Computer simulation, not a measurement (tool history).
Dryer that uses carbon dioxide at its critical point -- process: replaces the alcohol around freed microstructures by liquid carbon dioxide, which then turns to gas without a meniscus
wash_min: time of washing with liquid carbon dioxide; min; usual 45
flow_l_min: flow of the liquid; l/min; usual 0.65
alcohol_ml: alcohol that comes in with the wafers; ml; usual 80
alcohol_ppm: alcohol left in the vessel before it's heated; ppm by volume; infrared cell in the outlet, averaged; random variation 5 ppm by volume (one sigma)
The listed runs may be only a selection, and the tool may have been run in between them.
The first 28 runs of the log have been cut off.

run,hour,wash_min,flow_l_min,alcohol_ml,alcohol_ppm
29,621.6,35,0.397,120,1604
30,653.3,55,1.008,51,46
31,676.3,55,0.445,27,89
32,693.4,55,0.445,27,90
33,720.2,48,1.054,27,46
34,743.1,34,0.551,72,419
35,771.1,33,0.49,86,821
36,791.6,54,1.009,86,46
37,819.7,54,1.009,86,49
# hour 825.5: inlet filter changed
38,850.6,31,1.078,102,64
39,873.7,52,0.875,27,51
40,888.6,52,0.875,27,47
41,913.2,60,0.65,28,54
42,941.5,45,0.737,106,71

Below are 4 alternative next runs, each starting from the tool's condition after run 42. Predict each:
A,958.5,61,0.571,105,?
B,958.5,27,0.737,106,?
C,958.5,45,0.438,80,?
D,958.5,64,0.794,80,?

run,alcohol_ppm
A,72
B,466
C,348
D,46
Stripped of hidden state, with their random variation kept, the same runs would have yielded:
run,alcohol_ppm
A,26
B,392
C,283
D,3
